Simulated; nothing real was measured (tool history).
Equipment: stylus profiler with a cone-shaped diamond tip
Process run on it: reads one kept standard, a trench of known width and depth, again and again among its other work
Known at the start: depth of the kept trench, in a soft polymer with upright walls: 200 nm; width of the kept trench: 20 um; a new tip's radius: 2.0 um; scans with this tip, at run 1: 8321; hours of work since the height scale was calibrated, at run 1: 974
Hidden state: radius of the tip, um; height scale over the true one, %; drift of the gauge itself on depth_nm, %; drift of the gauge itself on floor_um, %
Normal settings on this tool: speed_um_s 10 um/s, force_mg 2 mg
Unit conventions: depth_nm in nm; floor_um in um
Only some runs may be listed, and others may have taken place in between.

run	hour	speed_um_s	force_mg	scans with this tip	hours of work since the height scale was calibrated	depth_nm	floor_um
1	0	10	2	8321	974	202.67	17.49
2	21.5	10	2	8430	987	202.72	17.58
3	61	10	2	8631	1010	202.76	17.52
4	88.1	14	2	8769	1026	202.78	17.38
5	119.8	14	2	8931	1045	202.77	17.47
6	145.9	14	2	9064	1061	202.73	17.47
7	189.7	14	2	9287	1087	202.71	17.44
# hour 193.5: height scale calibrated on a step standard
8	234.3	4	1.35	9512	24	203.04	17.46
# hour 286.2: height scale calibrated on a step standard, once more
9	287.4	4	1.35	9779	1	201.34	17.47
10	335.1	4	1.35	10022	29	201.3	17.46
11	356.5	33	0.83	10131	42	201.03	17.21
12	400.7	31	0.71	10357	68	201.04	17.13
13	431.8	23	0.8	10515	87	201.06	17.24
14	460.1	2	2.64	10659	104	202.28	17.46

Each row is a separate what-if for the run after 14, all from the same tool condition, not one after another. Results?
A	484.8	12	2.64	10785	118	?	?
B	484.8	8	2	10785	118	?	?
C	484.8	10	1.5	10785	118	?	?

run	depth_nm	floor_um
A	202.06	17.39
B	201.76	17.4
C	201.5	17.39
Stripped of hidden state, with their random variation kept, the same runs would have yielded:
run	depth_nm	floor_um
A	201.82	18.21
B	201.52	18.23
C	201.26	18.21

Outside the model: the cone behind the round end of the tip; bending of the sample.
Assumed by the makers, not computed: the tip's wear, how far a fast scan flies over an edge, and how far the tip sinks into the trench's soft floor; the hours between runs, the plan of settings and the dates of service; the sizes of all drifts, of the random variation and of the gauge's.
